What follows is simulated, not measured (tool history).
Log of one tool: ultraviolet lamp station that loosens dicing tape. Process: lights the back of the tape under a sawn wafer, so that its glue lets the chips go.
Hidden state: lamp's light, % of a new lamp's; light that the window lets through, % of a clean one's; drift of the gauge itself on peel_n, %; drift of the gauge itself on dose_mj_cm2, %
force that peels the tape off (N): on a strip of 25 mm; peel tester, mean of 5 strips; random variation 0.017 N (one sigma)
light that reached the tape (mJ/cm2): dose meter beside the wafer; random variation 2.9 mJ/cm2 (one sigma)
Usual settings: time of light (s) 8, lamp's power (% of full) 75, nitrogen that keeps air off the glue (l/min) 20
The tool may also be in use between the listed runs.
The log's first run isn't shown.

run,hour,time of light (s),lamp's power (% of full),nitrogen that keeps air off the glue (l/min),hours of work of the lamp,hours of work since the window was cleaned,force that peels the tape off (N),light that reached the tape (mJ/cm2)
2,5.8,8,75,20,16,390,0.774,423
3,15.1,8,75,20,21,395,0.787,427
4,23.5,8,75,20,26,399,0.819,423
# hour 27.9: window cleaned of glue's vapour
5,30.6,8,75,20,29,1,0.790,428
6,36.3,8,76,20,32,5,0.791,427
7,43.6,8,67,20,36,9,1.003,383
8,52.8,8,67,20,41,14,1.045,378
9,58.9,8,67,20,45,17,1.031,378
10,69.3,8,67,20,50,23,1.046,382
11,80.5,8,67,20,57,29,1.036,383
12,91.0,8,81,20,62,34,0.669,458
13,95.7,8,75,20,65,37,0.795,429
14,103.1,8,75,20,69,41,0.785,422
15,111.8,8,75,20,74,46,0.798,430
16,123.3,11,75,20,80,52,0.370,582
17,132.8,11,75,20,85,57,0.369,584
18,139.4,14,75,20,89,61,0.225,745
19,145.0,14,75,20,92,64,0.213,738
20,156.2,8,75,20,98,70,0.809,427
21,162.4,8,80,20,101,73,0.683,450
22,173.5,5,75,20,107,79,2.076,264
23,184.7,9,97,20,113,86,0.322,617
24,193.5,9,97,20,118,90,0.344,617
25,203.7,11,67,20,124,96,0.495,528

Forecast run 26:
26,209.2,11,83,20,127,99,?,?

Run 26 gave force that peels the tape off (N) 0.281, light that reached the tape (mJ/cm2) 648.
Without the tool's hidden state the same run would have given force that peels the tape off (N) 0.280, light that reached the tape (mJ/cm2) 649.
